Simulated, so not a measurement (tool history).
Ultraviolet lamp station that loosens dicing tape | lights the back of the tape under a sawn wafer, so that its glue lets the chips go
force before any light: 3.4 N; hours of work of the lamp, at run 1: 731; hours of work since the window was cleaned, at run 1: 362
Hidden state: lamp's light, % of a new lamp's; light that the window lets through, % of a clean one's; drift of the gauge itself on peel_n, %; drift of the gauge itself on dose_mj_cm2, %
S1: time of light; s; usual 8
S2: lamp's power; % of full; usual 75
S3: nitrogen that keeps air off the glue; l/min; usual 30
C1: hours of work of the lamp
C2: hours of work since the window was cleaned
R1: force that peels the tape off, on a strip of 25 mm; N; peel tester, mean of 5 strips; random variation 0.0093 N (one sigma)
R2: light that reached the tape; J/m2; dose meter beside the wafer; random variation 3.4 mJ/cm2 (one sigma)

run 1 day=0.000 | S1=8 S2=75 S3=30 | C1=731 C2=362 | R1=0.536 R2=4140
run 2 day=1.062 | S1=8 S2=75 S3=30 | C1=747 C2=378 | R1=0.542 R2=4060
run 3 day=3.075 | S1=8 S2=75 S3=30 | C1=778 C2=409 | R1=0.566 R2=4040
run 4 day=4.254 | S1=8 S2=75 S3=30 | C1=795 C2=427 | R1=0.571 R2=4040
run 5 day=6.112 | S1=8 S2=75 S3=19 | C1=824 C2=455 | R1=0.693 R2=3940
run 6 day=7.062 | S1=8 S2=75 S3=30 | C1=838 C2=469 | R1=0.589 R2=3970
run 7 day=8.346 | S1=8 S2=75 S3=30 | C1=857 C2=489 | R1=0.600 R2=3870
run 8 day=9.225 | S1=8 S2=75 S3=30 | C1=871 C2=502 | R1=0.595 R2=3850
run 9 day=10.829 | S1=8 S2=75 S3=26 | C1=895 C2=526 | R1=0.661 R2=3840
run 10 day=11.700 | S1=8 S2=75 S3=56 | C1=908 C2=539 | R1=0.513 R2=3740
-- day=13.242 window cleaned of glue's vapour
run 11 day=13.775 | S1=8 S2=75 S3=56 | C1=939 C2=8 | R1=0.438 R2=4360
run 12 day=14.608 | S1=14 S2=75 S3=30 | C1=952 C2=21 | R1=0.290 R2=7430
run 13 day=16.162 | S1=8 S2=67 S3=20 | C1=976 C2=44 | R1=0.747 R2=3700
run 14 day=17.596 | S1=11 S2=73 S3=38 | C1=997 C2=66 | R1=0.354 R2=5520
run 15 day=18.892 | S1=11 S2=75 S3=30 | C1=1017 C2=86 | R1=0.375 R2=5580
run 16 day=20.129 | S1=10 S2=88 S3=47 | C1=1036 C2=104 | R1=0.309 R2=5950
run 17 day=21.517 | S1=16 S2=65 S3=16 | C1=1057 C2=126 | R1=0.380 R2=6960
run 18 day=23.379 | S1=16 S2=65 S3=16 | C1=1085 C2=154 | R1=0.380 R2=6860
run 19 day=24.608 | S1=16 S2=65 S3=16 | C1=1104 C2=172 | R1=0.386 R2=6760
run 20 day=26.454 | S1=16 S2=79 S3=49 | C1=1132 C2=200 | R1=0.254 R2=8070
run 21 day=28.171 | S1=16 S2=79 S3=49 | C1=1158 C2=226 | R1=0.264 R2=7950

5 ways to go on from here, each from the tool as it stands after run 21. What would each give?
run A day=29.529 | S1=14 S2=76 S3=58 | C1=1178 C2=247 | R1=? R2=?
run B day=29.529 | S1=15 S2=88 S3=29 | C1=1178 C2=247 | R1=? R2=?
run C day=29.529 | S1=8 S2=71 S3=30 | C1=1178 C2=247 | R1=? R2=?
run D day=29.529 | S1=15 S2=73 S3=49 | C1=1178 C2=247 | R1=? R2=?
run E day=29.529 | S1=5 S2=73 S3=12 | C1=1178 C2=247 | R1=? R2=?

run=A R1=0.280 R2=6580
run=B R1=0.260 R2=8250
run=C R1=0.714 R2=3530
run=D R1=0.268 R2=6830
run=E R1=1.504 R2=2270
Without the tool's hidden state the same runs would have given:
run=A R1=0.246 R2=9490
run=B R1=0.231 R2=11880
run=C R1=0.447 R2=5100
run=D R1=0.234 R2=9840
run=E R1=1.077 R2=3270
